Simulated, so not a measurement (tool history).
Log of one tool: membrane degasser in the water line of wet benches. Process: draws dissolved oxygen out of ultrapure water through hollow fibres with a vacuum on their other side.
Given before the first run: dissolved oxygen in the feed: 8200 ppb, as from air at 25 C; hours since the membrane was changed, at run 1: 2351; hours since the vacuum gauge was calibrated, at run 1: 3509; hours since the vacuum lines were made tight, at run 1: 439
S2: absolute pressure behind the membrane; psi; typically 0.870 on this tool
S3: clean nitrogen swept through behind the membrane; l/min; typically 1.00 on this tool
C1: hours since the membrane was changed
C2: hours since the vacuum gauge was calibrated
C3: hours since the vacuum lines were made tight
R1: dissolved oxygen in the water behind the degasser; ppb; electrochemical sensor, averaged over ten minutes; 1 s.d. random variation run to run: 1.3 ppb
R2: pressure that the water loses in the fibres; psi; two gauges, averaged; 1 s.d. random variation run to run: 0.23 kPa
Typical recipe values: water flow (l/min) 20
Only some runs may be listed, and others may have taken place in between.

{"run": 1, "hour": 0.0, "water flow (l/min)": 20, "S2": 0.87, "S3": 1.0, "C1": 2351, "C2": 3509, "C3": 439, "R1": 130.0, "R2": 8.553}
{"run": 2, "hour": 33.2, "water flow (l/min)": 20, "S2": 0.87, "S3": 1.0, "C1": 2384, "C2": 3542, "C3": 472, "R1": 133.3, "R2": 8.477}
{"run": 3, "hour": 92.0, "water flow (l/min)": 20, "S2": 0.87, "S3": 1.0, "C1": 2443, "C2": 3601, "C3": 530, "R1": 132.7, "R2": 8.553}
{"run": 4, "hour": 137.1, "water flow (l/min)": 20, "S2": 0.87, "S3": 0.46, "C1": 2488, "C2": 3646, "C3": 576, "R1": 246.0, "R2": 8.501}
{"run": 5, "hour": 177.3, "water flow (l/min)": 20, "S2": 0.87, "S3": 0.46, "C1": 2528, "C2": 3687, "C3": 616, "R1": 249.7, "R2": 8.521}
{"run": 6, "hour": 234.3, "water flow (l/min)": 20, "S2": 0.87, "S3": 0.46, "C1": 2585, "C2": 3744, "C3": 673, "R1": 249.9, "R2": 8.508}
{"run": 7, "hour": 285.1, "water flow (l/min)": 20, "S2": 1.243, "S3": 0.46, "C1": 2636, "C2": 3794, "C3": 724, "R1": 453.0, "R2": 8.573}
{"run": 8, "hour": 320.7, "water flow (l/min)": 20, "S2": 1.243, "S3": 0.46, "C1": 2671, "C2": 3830, "C3": 759, "R1": 452.9, "R2": 8.549}
{"run": 9, "hour": 369.0, "water flow (l/min)": 13, "S2": 0.87, "S3": 0.97, "C1": 2720, "C2": 3878, "C3": 808, "R1": 90.7, "R2": 5.555}
{"run": 10, "hour": 415.5, "water flow (l/min)": 13, "S2": 0.87, "S3": 0.97, "C1": 2766, "C2": 3925, "C3": 854, "R1": 90.1, "R2": 5.527}
{"run": 11, "hour": 471.3, "water flow (l/min)": 13, "S2": 1.362, "S3": 1.34, "C1": 2822, "C2": 3981, "C3": 910, "R1": 145.6, "R2": 5.545}
{"run": 12, "hour": 510.6, "water flow (l/min)": 20, "S2": 0.87, "S3": 0.43, "C1": 2861, "C2": 4020, "C3": 949, "R1": 259.4, "R2": 8.534}
{"run": 13, "hour": 575.9, "water flow (l/min)": 15, "S2": 1.184, "S3": 0.91, "C1": 2927, "C2": 4085, "C3": 1014, "R1": 186.5, "R2": 6.402}

Predict each of these 5 candidate next runs independently; none follows another, all start after run 13:
{"run": "A", "hour": 618.0, "water flow (l/min)": 14, "S2": 0.87, "S3": 0.78, "C1": 2969, "C2": 4127, "C3": 1057, "R1": "?", "R2": "?"}
{"run": "B", "hour": 618.0, "water flow (l/min)": 20, "S2": 0.764, "S3": 0.67, "C1": 2969, "C2": 4127, "C3": 1057, "R1": "?", "R2": "?"}
{"run": "C", "hour": 618.0, "water flow (l/min)": 20, "S2": 1.184, "S3": 0.91, "C1": 2969, "C2": 4127, "C3": 1057, "R1": "?", "R2": "?"}
{"run": "D", "hour": 618.0, "water flow (l/min)": 15, "S2": 0.793, "S3": 1.61, "C1": 2969, "C2": 4127, "C3": 1057, "R1": "?", "R2": "?"}
{"run": "E", "hour": 618.0, "water flow (l/min)": 20, "S2": 1.996, "S3": 2.72, "C1": 2969, "C2": 4127, "C3": 1057, "R1": "?", "R2": "?"}

run=A R1=118.1 R2=6.021
run=B R1=141.9 R2=8.520
run=C R1=243.2 R2=8.582
run=D R1=52.8 R2=6.422
run=E R1=191.4 R2=8.573
With the hidden condition removed and each run's random variation left untouched, the same runs would have given:
run=A R1=113.0 R2=5.942
run=B R1=134.1 R2=8.406
run=C R1=237.0 R2=8.469
run=D R1=50.0 R2=6.338
run=E R1=188.2 R2=8.461

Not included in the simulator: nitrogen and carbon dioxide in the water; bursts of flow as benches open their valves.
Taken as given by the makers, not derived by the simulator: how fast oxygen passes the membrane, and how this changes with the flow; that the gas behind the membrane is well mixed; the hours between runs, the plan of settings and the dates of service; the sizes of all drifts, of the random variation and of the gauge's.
